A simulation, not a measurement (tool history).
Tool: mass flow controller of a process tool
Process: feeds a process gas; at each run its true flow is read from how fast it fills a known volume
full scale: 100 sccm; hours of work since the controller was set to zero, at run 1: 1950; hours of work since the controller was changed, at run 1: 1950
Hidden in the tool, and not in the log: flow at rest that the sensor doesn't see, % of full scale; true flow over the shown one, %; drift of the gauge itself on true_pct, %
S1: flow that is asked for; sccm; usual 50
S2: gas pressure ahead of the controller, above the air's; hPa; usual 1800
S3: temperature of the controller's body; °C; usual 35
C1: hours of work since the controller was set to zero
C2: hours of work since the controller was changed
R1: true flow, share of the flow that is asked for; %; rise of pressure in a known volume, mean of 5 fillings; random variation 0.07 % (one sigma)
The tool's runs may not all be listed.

run,day,S1,S2,S3,C1,C2,R1
1,0.000,50,1800,35,1950,1950,98.17
2,4.746,50,1800,33,1995,1995,98.43
3,7.712,50,1800,33,2023,2023,98.47
4,13.183,50,1800,33,2075,2075,98.46
5,19.542,50,1800,33,2135,2135,98.32
6,22.400,50,1800,25,2162,2162,99.08
7,25.933,50,1800,25,2196,2196,98.99
8,29.792,50,1800,25,2232,2232,99.10
9,34.596,50,1800,25,2278,2278,98.96
10,38.112,75,2500,40,2311,2311,97.98
11,41.629,87,1950,24,2344,2344,99.51
12,45.167,29,1550,35,2378,2378,97.92
13,51.100,45,1600,29,2434,2434,98.48
14,55.404,10,1630,38,2475,2475,96.51
15,60.146,21,2490,21,2520,2520,98.81

5 ways to go on from here, each from the tool as it stands after run 15. What would each give?
A,65.125,15,2650,39,2567,2567,?
B,65.125,50,1800,30,2567,2567,?
C,65.125,90,1460,23,2567,2567,?
D,65.125,15,2030,25,2567,2567,?
E,65.125,50,1780,35,2567,2567,?

run,R1
A,96.83
B,98.60
C,99.33
D,98.23
E,98.16
Without the tool's hidden state the same runs would have given:
run,R1
A,98.45
B,99.45
C,100.03
D,99.85
E,99.01
